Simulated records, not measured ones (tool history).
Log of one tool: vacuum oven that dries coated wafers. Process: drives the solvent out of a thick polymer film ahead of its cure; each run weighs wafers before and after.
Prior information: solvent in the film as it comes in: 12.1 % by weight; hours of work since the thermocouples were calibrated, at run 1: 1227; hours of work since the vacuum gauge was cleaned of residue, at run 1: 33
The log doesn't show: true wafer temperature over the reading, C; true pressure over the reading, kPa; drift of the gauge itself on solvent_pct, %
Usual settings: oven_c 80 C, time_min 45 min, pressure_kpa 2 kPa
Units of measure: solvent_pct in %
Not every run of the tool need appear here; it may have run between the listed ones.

run,hour,oven_c,time_min,pressure_kpa,hours of work since the thermocouples were calibrated,hours of work since the vacuum gauge was cleaned of residue,solvent_pct
1,0,80,45,2,1227,33,2.55
2,83.3,80,73,2,1274,80,1.42
3,150.3,80,73,2,1311,117,1.39
4,249.6,80,73,2,1367,173,1.41
5,348.4,80,73,2,1423,229,1.4
6,395.6,80,73,2,1449,255,1.36
7,468.3,80,73,2,1490,296,1.38
8,554,80,73,2,1538,344,1.38
9,603.9,80,45,2,1566,372,2.61
# hour 656: oven's thermocouples calibrated
10,686.1,80,45,2,17,417,2.47
11,757.9,80,45,2,57,458,2.51
12,842.3,80,45,2,105,505,2.52
13,925.4,80,45,2,151,552,2.56
14,1005.9,80,45,2,197,597,2.52
15,1087.7,80,45,2,243,643,2.56
16,1142,80,45,2,273,674,2.58
17,1221.8,80,45,2,318,719,2.58
18,1298.4,80,45,1.92,361,762,2.54
19,1397.7,80,45,1.92,417,817,2.54
20,1475,80,45,1.92,460,861,2.54
21,1538.2,89,45,2.29,496,896,1.35
22,1645.3,80,45,2.44,556,957,2.71
23,1757.9,80,45,1.79,619,1020,2.5
24,1868.7,80,45,1.79,682,1082,2.49
25,1933.1,92,24,1.79,718,1118,2.49
26,1998.3,80,23,2,755,1155,4.72
27,2048.3,85,63,6.63,783,1183,2.38
28,2120.8,70,24,2,823,1224,6.38
29,2235,75,45,1.23,888,1288,3.2
30,2312.6,75,45,1.23,931,1332,3.21
31,2363.9,66,67,1.09,960,1361,3.54
32,2430.6,65,33,5.12,998,1398,7.49
33,2494.5,65,33,5.12,1033,1434,7.5
34,2555.8,65,33,5.12,1068,1468,7.51
35,2662.7,80,45,3.3,1128,1528,2.91
36,2746,85,45,5.26,1175,1575,2.61
37,2822.7,73,22,3.12,1218,1618,6.45
38,2886.4,73,22,3.12,1254,1654,6.4

3 options for the next run, each taken on its own from the tool as it stands now. Forecast them:
A,3000.3,75,31,2.19,1318,1718,?
B,3000.3,77,55,2,1318,1718,?
C,3000.3,83,22,3.12,1318,1718,?

run,solvent_pct
A,4.73
B,2.48
C,4.63
Stripped of hidden state, with their random variation kept, the same runs would have yielded:
run,solvent_pct
A,4.71
B,2.46
C,4.61
